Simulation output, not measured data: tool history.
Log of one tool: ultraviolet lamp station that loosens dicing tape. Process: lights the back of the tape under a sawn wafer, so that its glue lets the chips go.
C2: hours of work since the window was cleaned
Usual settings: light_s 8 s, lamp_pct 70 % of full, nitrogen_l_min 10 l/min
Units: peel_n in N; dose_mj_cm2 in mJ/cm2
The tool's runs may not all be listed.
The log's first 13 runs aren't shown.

run 14 day=12.138 | light_s=8 lamp_pct=79 nitrogen_l_min=10 | hours_of_work_of_the_lamp=311 C2=43 | peel_n=1.115 dose_mj_cm2=240
run 15 day=13.225 | light_s=7 lamp_pct=70 nitrogen_l_min=10 | hours_of_work_of_the_lamp=327 C2=59 | peel_n=1.781 dose_mj_cm2=184
-- day=13.354 window cleaned of glue's vapour, once more
run 16 day=14.092 | light_s=7 lamp_pct=70 nitrogen_l_min=10 | hours_of_work_of_the_lamp=339 C2=11 | peel_n=1.117 dose_mj_cm2=239
run 17 day=14.767 | light_s=7 lamp_pct=70 nitrogen_l_min=10 | hours_of_work_of_the_lamp=349 C2=21 | peel_n=1.149 dose_mj_cm2=231
run 18 day=15.450 | light_s=7 lamp_pct=79 nitrogen_l_min=10 | hours_of_work_of_the_lamp=359 C2=31 | peel_n=0.892 dose_mj_cm2=261
run 19 day=16.442 | light_s=7 lamp_pct=79 nitrogen_l_min=10 | hours_of_work_of_the_lamp=374 C2=45 | peel_n=0.918 dose_mj_cm2=259
run 20 day=17.354 | light_s=5 lamp_pct=72 nitrogen_l_min=10 | hours_of_work_of_the_lamp=387 C2=59 | peel_n=2.020 dose_mj_cm2=168
run 21 day=18.342 | light_s=15 lamp_pct=91 nitrogen_l_min=17 | hours_of_work_of_the_lamp=402 C2=73 | peel_n=0.139 dose_mj_cm2=626
run 22 day=19.312 | light_s=15 lamp_pct=91 nitrogen_l_min=17 | hours_of_work_of_the_lamp=416 C2=87 | peel_n=0.133 dose_mj_cm2=620
run 23 day=20.454 | light_s=13 lamp_pct=70 nitrogen_l_min=10 | hours_of_work_of_the_lamp=433 C2=104 | peel_n=0.332 dose_mj_cm2=406
run 24 day=21.458 | light_s=8 lamp_pct=68 nitrogen_l_min=18 | hours_of_work_of_the_lamp=447 C2=119 | peel_n=0.810 dose_mj_cm2=242
run 25 day=21.988 | light_s=5 lamp_pct=63 nitrogen_l_min=14 | hours_of_work_of_the_lamp=455 C2=126 | peel_n=2.451 dose_mj_cm2=134
run 26 day=23.054 | light_s=5 lamp_pct=63 nitrogen_l_min=14 | hours_of_work_of_the_lamp=471 C2=142 | peel_n=2.588 dose_mj_cm2=133
run 27 day=23.850 | light_s=5 lamp_pct=63 nitrogen_l_min=14 | hours_of_work_of_the_lamp=482 C2=154 | peel_n=2.462 dose_mj_cm2=133
run 28 day=24.346 | light_s=4 lamp_pct=70 nitrogen_l_min=10 | hours_of_work_of_the_lamp=490 C2=161 | peel_n=3.301 dose_mj_cm2=121
run 29 day=24.950 | light_s=5 lamp_pct=75 nitrogen_l_min=5 | hours_of_work_of_the_lamp=498 C2=170 | peel_n=3.122 dose_mj_cm2=156
run 30 day=25.917 | light_s=5 lamp_pct=75 nitrogen_l_min=5 | hours_of_work_of_the_lamp=513 C2=184 | peel_n=3.075 dose_mj_cm2=149
run 31 day=26.733 | light_s=5 lamp_pct=75 nitrogen_l_min=5 | hours_of_work_of_the_lamp=524 C2=196 | peel_n=3.190 dose_mj_cm2=154
run 32 day=27.858 | light_s=7 lamp_pct=63 nitrogen_l_min=18 | hours_of_work_of_the_lamp=541 C2=212 | peel_n=1.479 dose_mj_cm2=174
-- day=28.450 window cleaned of glue's vapour
run 33 day=29.004 | light_s=7 lamp_pct=64 nitrogen_l_min=6 | hours_of_work_of_the_lamp=557 C2=8 | peel_n=1.911 dose_mj_cm2=206
run 34 day=29.817 | light_s=7 lamp_pct=64 nitrogen_l_min=6 | hours_of_work_of_the_lamp=569 C2=20 | peel_n=1.967 dose_mj_cm2=201
run 35 day=30.829 | light_s=15 lamp_pct=91 nitrogen_l_min=3 | hours_of_work_of_the_lamp=584 C2=35 | peel_n=0.309 dose_mj_cm2=618
run 36 day=31.462 | light_s=15 lamp_pct=91 nitrogen_l_min=3 | hours_of_work_of_the_lamp=593 C2=44 | peel_n=0.310 dose_mj_cm2=616
run 37 day=32.346 | light_s=5 lamp_pct=61 nitrogen_l_min=20 | hours_of_work_of_the_lamp=606 C2=57 | peel_n=2.231 dose_mj_cm2=134
run 38 day=33.129 | light_s=5 lamp_pct=61 nitrogen_l_min=20 | hours_of_work_of_the_lamp=618 C2=69 | peel_n=2.288 dose_mj_cm2=132

5 ways to go on from here, each from the tool as it stands after run 38. What would each give?
run A day=34.225 | light_s=4 lamp_pct=70 nitrogen_l_min=10 | hours_of_work_of_the_lamp=634 C2=85 | peel_n=? dose_mj_cm2=?
run B day=34.225 | light_s=5 lamp_pct=75 nitrogen_l_min=5 | hours_of_work_of_the_lamp=634 C2=85 | peel_n=? dose_mj_cm2=?
run C day=34.225 | light_s=14 lamp_pct=91 nitrogen_l_min=3 | hours_of_work_of_the_lamp=634 C2=85 | peel_n=? dose_mj_cm2=?
run D day=34.225 | light_s=11 lamp_pct=62 nitrogen_l_min=13 | hours_of_work_of_the_lamp=634 C2=85 | peel_n=? dose_mj_cm2=?
run E day=34.225 | light_s=5 lamp_pct=83 nitrogen_l_min=18 | hours_of_work_of_the_lamp=634 C2=85 | peel_n=? dose_mj_cm2=?

run=A peel_n=3.168 dose_mj_cm2=120
run=B peel_n=2.922 dose_mj_cm2=162
run=C peel_n=0.401 dose_mj_cm2=550
run=D peel_n=0.599 dose_mj_cm2=300
run=E peel_n=1.416 dose_mj_cm2=181
Without the tool's hidden state the same runs would have given:
run=A peel_n=2.454 dose_mj_cm2=148
run=B peel_n=2.227 dose_mj_cm2=198
run=C peel_n=0.248 dose_mj_cm2=676
run=D peel_n=0.366 dose_mj_cm2=368
run=E peel_n=0.937 dose_mj_cm2=222

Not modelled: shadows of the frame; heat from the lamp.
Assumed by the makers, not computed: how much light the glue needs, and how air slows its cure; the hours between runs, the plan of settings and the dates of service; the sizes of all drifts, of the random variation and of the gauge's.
